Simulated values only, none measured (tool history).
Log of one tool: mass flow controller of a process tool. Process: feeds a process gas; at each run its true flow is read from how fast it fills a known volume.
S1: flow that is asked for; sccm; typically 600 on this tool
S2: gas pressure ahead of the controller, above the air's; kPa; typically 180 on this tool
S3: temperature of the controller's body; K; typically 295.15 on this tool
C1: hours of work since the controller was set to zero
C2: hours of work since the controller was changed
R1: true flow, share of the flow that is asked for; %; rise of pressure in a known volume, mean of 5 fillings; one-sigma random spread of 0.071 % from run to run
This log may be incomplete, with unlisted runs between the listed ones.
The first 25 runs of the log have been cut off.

run      day   S1   S2      S3    C1    C2      R1
 26   70.612  380  157  305.15  2036  2036  101.69
 27   73.067  380  157  305.15  2059  2059  101.78
 28   76.196  600  180  298.15  2088  2088  101.11
 29   78.071  498  197  309.15  2106  2106  102.19
 30   80.117  123  180  302.15  2125  2125  101.31
 31     83.5  257  190  299.15  2156  2156  101.14
 32   86.179  257  190  297.15  2182  2182  100.94
 33   89.042  691  180  310.15  2208  2208  102.67
 34   92.283  600  166  302.15  2238  2238  101.71
 35   95.096  199  148  312.15  2265  2265  102.85
 36   98.221  182  211  295.15  2294  2294  100.82
      99.621  -- gauge calibrated
 37    100.8  182  211  295.15  2318  2318    99.3
 38  103.029  182  211  295.15  2339  2339   99.24
 39  105.346  182  211  295.15  2360  2360   99.33
 40  106.983  600  280  309.15  2376  2376  100.87
 41  109.021  744  221  311.15  2395  2395  101.49
 42  112.525  825  180  305.15  2427  2427  100.91

Each row is a separate what-if for the run after 42, all from the same tool condition, not one after another. Results?
  A  116.217  559  157  303.15  2462  2462   ?
  B  116.217  336  180  305.15  2462  2462   ?
  C  116.217  627  242  296.15  2462  2462   ?
  D  116.217  261  180  305.15  2462  2462   ?
  E  116.217  283  276  293.15  2462  2462   ?

run      R1
  A  100.76
  B   100.7
  C   99.61
  D  100.56
  E   99.16
The same runs, with their run-to-run variation unchanged, on a tool lacking any hidden condition would have given:
run      R1
  A   100.5
  B  100.44
  C   99.35
  D   100.3
  E    98.9

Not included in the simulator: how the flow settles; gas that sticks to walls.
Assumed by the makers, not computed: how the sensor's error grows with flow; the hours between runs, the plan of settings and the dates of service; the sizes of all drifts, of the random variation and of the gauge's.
